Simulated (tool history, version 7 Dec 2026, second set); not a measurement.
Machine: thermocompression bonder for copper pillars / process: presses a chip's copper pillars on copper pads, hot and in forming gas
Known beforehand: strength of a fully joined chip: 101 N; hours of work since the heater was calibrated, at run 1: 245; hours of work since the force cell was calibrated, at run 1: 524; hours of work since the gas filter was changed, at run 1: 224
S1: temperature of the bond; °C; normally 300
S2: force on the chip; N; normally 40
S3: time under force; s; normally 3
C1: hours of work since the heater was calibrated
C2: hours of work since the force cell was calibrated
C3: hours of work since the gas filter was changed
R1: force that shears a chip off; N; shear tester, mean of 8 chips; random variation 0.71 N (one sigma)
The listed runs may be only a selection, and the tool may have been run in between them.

Run 1, hour 0: usual settings; C1 245; C2 524; C3 224. Result: R1 46.4 N.
Run 2, hour 10.4: usual settings but S2 36 N; C1 252; C2 531; C3 232. Result: R1 42.9 N.
Run 3, hour 26.9: usual settings but S2 36 N; C1 264; C2 543; C3 244. Result: R1 42.6 N.
Run 4, hour 43.9: usual settings but S2 36 N; C1 276; C2 555; C3 256. Result: R1 42.8 N.
Run 5, hour 63.2: usual settings but S2 36 N; C1 290; C2 568; C3 269. Result: R1 41.5 N.
Run 6, hour 77.6: usual settings but S2 36 N; C1 300; C2 579; C3 279. Result: R1 41.5 N.
Run 7, hour 90.2: usual settings but S1 280 °C, S2 51 N; C1 309; C2 588; C3 288. Result: R1 37.1 N.

Run 8 has not been measured yet. What should we expect?
Run 8, hour 105: usual settings but S1 280 °C, S2 51 N; C1 319; C2 598; C3 299. Result: R1 ?.

R1: 38.2 N
Without the tool's hidden state the same run would have given R1 44.3 N.

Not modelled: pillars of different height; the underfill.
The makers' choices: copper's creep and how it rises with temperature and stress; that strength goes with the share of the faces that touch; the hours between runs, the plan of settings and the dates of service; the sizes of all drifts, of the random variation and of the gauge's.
